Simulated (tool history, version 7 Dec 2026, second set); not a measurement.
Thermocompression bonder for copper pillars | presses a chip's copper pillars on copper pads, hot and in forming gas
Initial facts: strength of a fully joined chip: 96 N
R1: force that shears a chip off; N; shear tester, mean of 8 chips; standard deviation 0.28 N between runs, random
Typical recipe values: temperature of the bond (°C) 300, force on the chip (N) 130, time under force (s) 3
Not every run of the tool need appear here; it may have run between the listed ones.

{"run": 1, "hour": 0.0, "temperature of the bond (°C)": 300, "force on the chip (N)": 130, "time under force (s)": 3, "R1": 61.5}
{"run": 2, "hour": 7.2, "temperature of the bond (°C)": 300, "force on the chip (N)": 130, "time under force (s)": 3, "R1": 61.7}
{"run": 3, "hour": 12.5, "temperature of the bond (°C)": 300, "force on the chip (N)": 130, "time under force (s)": 5, "R1": 70.1}
{"run": 4, "hour": 21.8, "temperature of the bond (°C)": 300, "force on the chip (N)": 130, "time under force (s)": 4, "R1": 66.1}
{"run": 5, "hour": 32.7, "temperature of the bond (°C)": 300, "force on the chip (N)": 130, "time under force (s)": 4, "R1": 65.7}
{"run": 6, "hour": 41.4, "temperature of the bond (°C)": 300, "force on the chip (N)": 130, "time under force (s)": 4, "R1": 65.2}
{"run": 7, "hour": 48.0, "temperature of the bond (°C)": 300, "force on the chip (N)": 130, "time under force (s)": 4, "R1": 65.3}
{"run": 8, "hour": 58.9, "temperature of the bond (°C)": 300, "force on the chip (N)": 87, "time under force (s)": 3, "R1": 47.7}
{"run": 9, "hour": 64.9, "temperature of the bond (°C)": 300, "force on the chip (N)": 87, "time under force (s)": 5, "R1": 55.8}
{"run": 10, "hour": 69.8, "temperature of the bond (°C)": 282, "force on the chip (N)": 87, "time under force (s)": 5, "R1": 47.4}
{"run": 11, "hour": 80.1, "temperature of the bond (°C)": 282, "force on the chip (N)": 87, "time under force (s)": 5, "R1": 47.1}
{"run": 12, "hour": 85.4, "temperature of the bond (°C)": 282, "force on the chip (N)": 150, "time under force (s)": 5, "R1": 63.1}
{"run": 13, "hour": 90.1, "temperature of the bond (°C)": 300, "force on the chip (N)": 130, "time under force (s)": 3, "R1": 58.4}
{"run": 14, "hour": 97.1, "temperature of the bond (°C)": 300, "force on the chip (N)": 81, "time under force (s)": 3, "R1": 44.7}
{"run": 15, "hour": 105.4, "temperature of the bond (°C)": 300, "force on the chip (N)": 130, "time under force (s)": 3, "R1": 58.6}
{"run": 16, "hour": 113.6, "temperature of the bond (°C)": 300, "force on the chip (N)": 130, "time under force (s)": 3, "R1": 58.0}
{"run": 17, "hour": 122.0, "temperature of the bond (°C)": 300, "force on the chip (N)": 130, "time under force (s)": 3, "R1": 58.0}
{"run": 18, "hour": 127.5, "temperature of the bond (°C)": 300, "force on the chip (N)": 130, "time under force (s)": 3, "R1": 58.1}
{"hour": 133.3, "done": "forming gas filter changed"}
{"run": 19, "hour": 134.4, "temperature of the bond (°C)": 288, "force on the chip (N)": 167, "time under force (s)": 8, "R1": 80.0}
{"hour": 137.0, "done": "heater calibrated with a thermocouple chip"}
{"run": 20, "hour": 142.5, "temperature of the bond (°C)": 271, "force on the chip (N)": 193, "time under force (s)": 2, "R1": 52.1}
{"run": 21, "hour": 151.9, "temperature of the bond (°C)": 271, "force on the chip (N)": 193, "time under force (s)": 2, "R1": 51.6}
{"hour": 158.2, "done": "heater calibrated with a thermocouple chip, once more"}
{"run": 22, "hour": 159.1, "temperature of the bond (°C)": 313, "force on the chip (N)": 148, "time under force (s)": 2, "R1": 65.2}
{"run": 23, "hour": 163.6, "temperature of the bond (°C)": 298, "force on the chip (N)": 160, "time under force (s)": 3, "R1": 67.1}
{"run": 24, "hour": 171.0, "temperature of the bond (°C)": 298, "force on the chip (N)": 160, "time under force (s)": 3, "R1": 65.9}
{"run": 25, "hour": 178.2, "temperature of the bond (°C)": 300, "force on the chip (N)": 84, "time under force (s)": 2, "R1": 41.7}
{"run": 26, "hour": 187.5, "temperature of the bond (°C)": 305, "force on the chip (N)": 176, "time under force (s)": 2, "R1": 65.8}
{"run": 27, "hour": 196.4, "temperature of the bond (°C)": 316, "force on the chip (N)": 93, "time under force (s)": 5, "R1": 66.7}
{"run": 28, "hour": 203.2, "temperature of the bond (°C)": 299, "force on the chip (N)": 130, "time under force (s)": 3, "R1": 59.6}
{"run": 29, "hour": 211.3, "temperature of the bond (°C)": 299, "force on the chip (N)": 130, "time under force (s)": 3, "R1": 59.9}
{"run": 30, "hour": 219.6, "temperature of the bond (°C)": 299, "force on the chip (N)": 130, "time under force (s)": 3, "R1": 59.3}

Measured minus without-hidden-state, run by run (identical run-to-run variation in each term; gauge scatter may differ):
The tool's hidden condition here consists of: true temperature of the bond over the reading, C; force that reaches the chip, % of what is set; oxide that the forming gas leaves, % of the face; drift of the gauge itself on shear_n, %.
run=1 R1=+0.7
run=2 R1=+0.5
run=3 R1=+0.2
run=4 R1=+0.0
run=5 R1=-0.4
run=6 R1=-0.7
run=7 R1=-0.9
run=8 R1=-0.7
run=9 R1=-1.2
run=10 R1=-0.9
run=11 R1=-1.2
run=12 R1=-2.1
run=13 R1=-2.1
run=14 R1=-1.6
run=15 R1=-2.5
run=16 R1=-2.7
run=17 R1=-3.0
run=18 R1=-3.2
run=19 R1=+1.0
run=20 R1=+1.2
run=21 R1=+0.9
run=22 R1=+0.6
run=23 R1=+0.4
run=24 R1=+0.1
run=25 R1=+0.3
run=26 R1=-0.4
run=27 R1=-0.8
run=28 R1=-0.8
run=29 R1=-1.0
run=30 R1=-1.3
